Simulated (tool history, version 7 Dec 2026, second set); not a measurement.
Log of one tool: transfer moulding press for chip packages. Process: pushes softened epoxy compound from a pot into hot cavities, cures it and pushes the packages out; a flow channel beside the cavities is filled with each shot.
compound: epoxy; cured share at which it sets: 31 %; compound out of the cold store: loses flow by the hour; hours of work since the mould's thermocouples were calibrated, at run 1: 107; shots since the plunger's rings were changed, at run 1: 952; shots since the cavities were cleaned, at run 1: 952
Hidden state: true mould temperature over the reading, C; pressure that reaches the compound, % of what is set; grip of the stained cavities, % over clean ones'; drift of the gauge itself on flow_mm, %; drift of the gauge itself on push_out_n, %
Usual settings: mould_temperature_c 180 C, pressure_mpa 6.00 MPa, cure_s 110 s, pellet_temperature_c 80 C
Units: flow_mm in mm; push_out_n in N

| run | hour | mould_temperature_c | pressure_mpa | cure_s | pellet_temperature_c | hours of work since the mould's thermocouples were calibrated | shots since the plunger's rings were changed | shots since the cavities were cleaned | incoming compound's hours out of the cold store | flow_mm | push_out_n |
|---|---|---|---|---|---|---|---|---|---|---|---|
| 1 | 0.0 | 180 | 6.00 | 110 | 80 | 107 | 952 | 952 | 25.2 | 827 | 714 |
|  | 15.1 | cavities cleaned with cleaning compound and waxed |
| 2 | 15.8 | 180 | 6.00 | 110 | 80 | 113 | 1058 | 6 | 30.7 | 795 | 404 |
| 3 | 23.0 | 180 | 6.00 | 110 | 80 | 116 | 1111 | 59 | 17.0 | 871 | 452 |
| 4 | 29.3 | 180 | 6.00 | 110 | 80 | 118 | 1158 | 106 | 40.6 | 740 | 459 |
| 5 | 36.9 | 180 | 6.00 | 110 | 80 | 121 | 1214 | 162 | 39.7 | 741 | 460 |
| 6 | 47.2 | 180 | 6.00 | 110 | 80 | 126 | 1290 | 238 | 12.2 | 902 | 535 |
| 7 | 56.4 | 180 | 6.00 | 110 | 80 | 130 | 1358 | 306 | 33.6 | 773 | 540 |
| 8 | 66.4 | 180 | 6.00 | 110 | 80 | 134 | 1432 | 380 | 44.3 | 717 | 558 |
| 9 | 77.3 | 180 | 6.00 | 110 | 80 | 138 | 1513 | 461 | 44.9 | 716 | 572 |
| 10 | 83.8 | 180 | 6.00 | 110 | 80 | 141 | 1561 | 509 | 30.0 | 793 | 611 |
| 11 | 96.6 | 180 | 6.21 | 110 | 80 | 146 | 1657 | 605 | 39.7 | 750 | 625 |
| 12 | 103.4 | 180 | 6.21 | 110 | 80 | 149 | 1706 | 654 | 42.3 | 737 | 640 |
| 13 | 114.5 | 180 | 6.21 | 110 | 79 | 154 | 1789 | 737 | 41.8 | 738 | 636 |
| 14 | 121.9 | 175 | 6.00 | 110 | 80 | 157 | 1843 | 791 | 40.9 | 738 | 816 |
| 15 | 130.1 | 175 | 6.00 | 143 | 80 | 160 | 1904 | 852 | 12.6 | 902 | 591 |
| 16 | 137.7 | 175 | 6.00 | 143 | 80 | 163 | 1961 | 909 | 19.4 | 851 | 629 |
| 17 | 144.6 | 181 | 7.00 | 132 | 70 | 166 | 2012 | 960 | 46.9 | 750 | 571 |
|  | 159.1 | cavities cleaned with cleaning compound and waxed |
| 18 | 159.5 | 181 | 7.00 | 132 | 70 | 172 | 2111 | 3 | 42.2 | 769 | 322 |
| 19 | 166.2 | 177 | 6.96 | 115 | 70 | 175 | 2160 | 52 | 28.8 | 859 | 462 |
| 20 | 180.2 | 184 | 6.96 | 115 | 86 | 181 | 2264 | 156 | 26.7 | 857 | 398 |
| 21 | 191.2 | 180 | 6.00 | 110 | 83 | 185 | 2345 | 237 | 44.6 | 706 | 488 |
| 22 | 203.5 | 180 | 6.00 | 110 | 83 | 190 | 2437 | 329 | 24.4 | 814 | 551 |
| 23 | 209.5 | 180 | 6.00 | 110 | 83 | 193 | 2482 | 374 | 32.0 | 768 | 558 |
| 24 | 220.3 | 180 | 6.00 | 110 | 83 | 197 | 2561 | 453 | 11.7 | 884 | 611 |
| 25 | 233.0 | 173 | 6.00 | 110 | 74 | 202 | 2655 | 547 | 46.6 | 701 | 836 |
| 26 | 246.8 | 172 | 6.00 | 103 | 80 | 208 | 2757 | 649 | 11.7 | 897 | 1251 |
| 27 | 253.7 | 180 | 5.81 | 118 | 77 | 211 | 2808 | 700 | 34.1 | 740 | 602 |
| 28 | 263.2 | 180 | 5.81 | 144 | 77 | 215 | 2879 | 771 | 11.9 | 866 | 533 |

5 ways to go on from here, each from the tool as it stands after run 28. What would each give?
| A | 274.4 | 180 | 5.81 | 144 | 89 | 220 | 2962 | 854 | 20.6 | ? | ? |
| B | 274.4 | 173 | 7.11 | 144 | 82 | 220 | 2962 | 854 | 28.0 | ? | ? |
| C | 274.4 | 180 | 6.00 | 101 | 77 | 220 | 2962 | 854 | 37.0 | ? | ? |
| D | 274.4 | 176 | 5.81 | 106 | 77 | 220 | 2962 | 854 | 19.0 | ? | ? |
| E | 274.4 | 185 | 5.81 | 144 | 77 | 220 | 2962 | 854 | 24.4 | ? | ? |

| run | flow_mm | push_out_n |
|---|---|---|
| A | 813 | 536 |
| B | 864 | 651 |
| C | 736 | 763 |
| D | 831 | 926 |
| E | 783 | 513 |
Without the tool's hidden state the same runs would have given:
| run | flow_mm | push_out_n |
|---|---|---|
| A | 854 | 318 |
| B | 908 | 390 |
| C | 773 | 458 |
| D | 874 | 562 |
| E | 822 | 299 |

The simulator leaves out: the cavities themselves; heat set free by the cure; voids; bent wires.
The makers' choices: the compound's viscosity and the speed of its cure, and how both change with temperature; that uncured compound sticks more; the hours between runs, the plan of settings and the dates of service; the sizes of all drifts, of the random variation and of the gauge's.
